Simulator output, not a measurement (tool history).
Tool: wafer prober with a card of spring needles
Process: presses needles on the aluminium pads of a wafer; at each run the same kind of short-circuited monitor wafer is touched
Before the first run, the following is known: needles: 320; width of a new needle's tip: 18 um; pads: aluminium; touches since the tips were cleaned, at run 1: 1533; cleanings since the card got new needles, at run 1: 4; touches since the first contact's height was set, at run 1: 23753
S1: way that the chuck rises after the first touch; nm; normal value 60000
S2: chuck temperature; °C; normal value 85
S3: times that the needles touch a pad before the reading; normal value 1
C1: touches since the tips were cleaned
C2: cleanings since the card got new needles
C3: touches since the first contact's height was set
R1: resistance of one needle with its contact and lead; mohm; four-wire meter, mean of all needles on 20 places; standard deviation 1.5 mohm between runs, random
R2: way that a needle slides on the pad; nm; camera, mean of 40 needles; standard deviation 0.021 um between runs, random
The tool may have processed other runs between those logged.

Run 1, hour 0.0: usual settings; C1 1533; C2 4; C3 23753. Result: R1 168 mohm, R2 12090 nm.
At hour 10.5: tips cleaned on abrasive film.
Run 2, hour 16.6: usual settings but S1 49000 nm; C1 1953; C2 5; C3 29020. Result: R1 189 mohm, R2 9830 nm.
At hour 26.2: tips cleaned on abrasive film.
Run 3, hour 28.8: usual settings but S1 49000 nm; C1 835; C2 6; C3 32894. Result: R1 168 mohm, R2 9840 nm.
At hour 41.5: tips cleaned on abrasive film.
Run 4, hour 52.4: usual settings but S1 49000 nm, S2 35 °C; C1 3454; C2 7; C3 40368. Result: R1 213 mohm, R2 9830 nm.
At hour 56.7: tips cleaned on abrasive film.
At hour 72.4: tips cleaned on abrasive film.
Run 5, hour 75.0: usual settings but S2 47 °C; C1 826; C2 9; C3 47523. Result: R1 155 mohm, R2 12020 nm.
At hour 87.7: tips cleaned on abrasive film.
Run 6, hour 97.6: usual settings but S2 47 °C; C1 3165; C2 10; C3 54718. Result: R1 186 mohm, R2 12030 nm.
At hour 99.9: height of the first contact set anew.
At hour 103.2: tips cleaned on abrasive film.
At hour 118.5: tips cleaned on abrasive film.
Run 7, hour 123.0: usual settings but S2 47 °C; C1 1447; C2 12; C3 7335. Result: R1 165 mohm, R2 11910 nm.
At hour 133.4: tips cleaned on abrasive film.
Run 8, hour 143.1: usual settings but S2 75 °C; C1 3098; C2 13; C3 13702. Result: R1 187 mohm, R2 11920 nm.
At hour 148.7: tips cleaned on abrasive film.
Run 9, hour 155.1: usual settings but S2 75 °C; C1 2057; C2 14; C3 17504. Result: R1 172 mohm, R2 11890 nm.
At hour 163.9: tips cleaned on abrasive film.
At hour 167.1: height of the first contact set anew, once more.
Run 10, hour 169.5: usual settings but S2 75 °C; C1 1671; C2 15; C3 743. Result: R1 167 mohm, R2 12150 nm.
At hour 179.5: tips cleaned on abrasive film.
Run 11, hour 193.0: usual settings but S1 68000 nm, S2 29 °C; C1 4331; C2 16; C3 8241. Result: R1 185 mohm, R2 13760 nm.
At hour 195.4: tips cleaned on abrasive film.
Run 12, hour 204.8: usual settings but S1 55000 nm; C1 3003; C2 17; C3 11971. Result: R1 201 mohm, R2 11120 nm.

Predict the results of run 13:
At hour 210.1: tips cleaned on abrasive film.
Run 13, hour 219.0: usual settings but S1 55000 nm; C1 2836; C2 18; C3 16452. Result: R1 ?, R2 ?.

R1: 196 mohm
R2: 11100 nm
With the hidden condition absent and the run-to-run variation left alone, this run would have shown R1 142 mohm, R2 11140 nm.

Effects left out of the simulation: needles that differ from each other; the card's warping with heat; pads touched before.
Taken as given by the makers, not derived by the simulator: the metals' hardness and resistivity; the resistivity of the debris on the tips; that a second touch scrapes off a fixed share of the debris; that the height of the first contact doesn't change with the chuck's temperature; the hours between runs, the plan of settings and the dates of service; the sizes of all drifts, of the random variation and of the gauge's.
